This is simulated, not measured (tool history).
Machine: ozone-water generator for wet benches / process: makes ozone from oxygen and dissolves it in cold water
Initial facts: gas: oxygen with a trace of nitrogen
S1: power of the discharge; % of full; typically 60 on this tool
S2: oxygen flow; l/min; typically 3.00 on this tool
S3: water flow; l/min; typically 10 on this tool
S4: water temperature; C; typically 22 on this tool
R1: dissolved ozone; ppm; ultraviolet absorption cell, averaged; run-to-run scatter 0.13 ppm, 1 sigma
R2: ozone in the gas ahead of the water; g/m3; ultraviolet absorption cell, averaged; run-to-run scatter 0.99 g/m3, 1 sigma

run      day  S1    S2  S3  S4    R1     R2
  1    0.000  60  3.00  10  22  12.2  152.3
  2    4.921  60  3.00  10  22  12.2  151.9
  3   11.025  60  3.00  10  22  12.1  151.4
  4   13.988  60  3.00  10  22  12.3  151.1
  5   18.029  60  3.00  10  22  11.7  149.1
  6   23.833  60  3.00  10  22  12.1  151.0
  7   28.554  60  3.00  10  22  11.8  151.1
  8   33.800  81  3.00  10  22  14.8  188.0
  9   36.996  60  3.00  10  22  11.8  148.0
      40.438  -- contactor cleaned
 10   43.183  60  3.00  10  22  11.6  147.6
 11   45.967  60  3.00  10  22  11.3  149.0
 12   48.800  60  3.00  10  22  11.4  148.9
 13   55.083  60  3.00  10  22  11.2  145.7
      58.542  -- contactor cleaned, once more
 14   60.683  60  3.00  10  22  12.1  145.9
 15   63.992  60  3.00  10  22  12.1  145.8
 16   69.425  60  3.00  10  19  12.5  146.1
 17   72.400  67  2.53  13  19  10.1  176.0
 18   74.975  67  2.53  13  19  10.2  174.8
 19   79.433  58  4.62  13  19   8.7  108.6
 20   84.421  96  1.58   7  17  26.9  302.4
 21   87.158  96  1.58   7  14  27.8  299.5
 22   91.662  96  1.58   7  14  27.8  300.7
 23   95.442  96  1.58   7  23  24.3  298.2
 24   98.592  60  5.21   8  24  11.9  103.2
 25  101.304  41  2.31   9  27   9.4  126.2
 26  104.725  95  2.80  11  27  13.5  207.2
     109.971  -- water thermometer calibrated
 27  110.400  95  4.92  11  27  12.4  148.0
 28  116.517  60  1.60  10  25  11.5  206.0
 29  120.075  65  3.00  10  16  13.2  151.0
 30  125.729  50  3.27  13  28   6.9  116.1
 31  129.950  60  3.00  15  22   7.3  140.9

Run 32 comes next. What will it give?
 32  135.567  60  2.56  12  22   ?   ?

{"run 32": {"R1": 9.5, "R2": 153.8}}
With the hidden condition absent and the run-to-run variation left alone, this run would have shown R1 11.9 ppm, R2 188.1 g/m3.

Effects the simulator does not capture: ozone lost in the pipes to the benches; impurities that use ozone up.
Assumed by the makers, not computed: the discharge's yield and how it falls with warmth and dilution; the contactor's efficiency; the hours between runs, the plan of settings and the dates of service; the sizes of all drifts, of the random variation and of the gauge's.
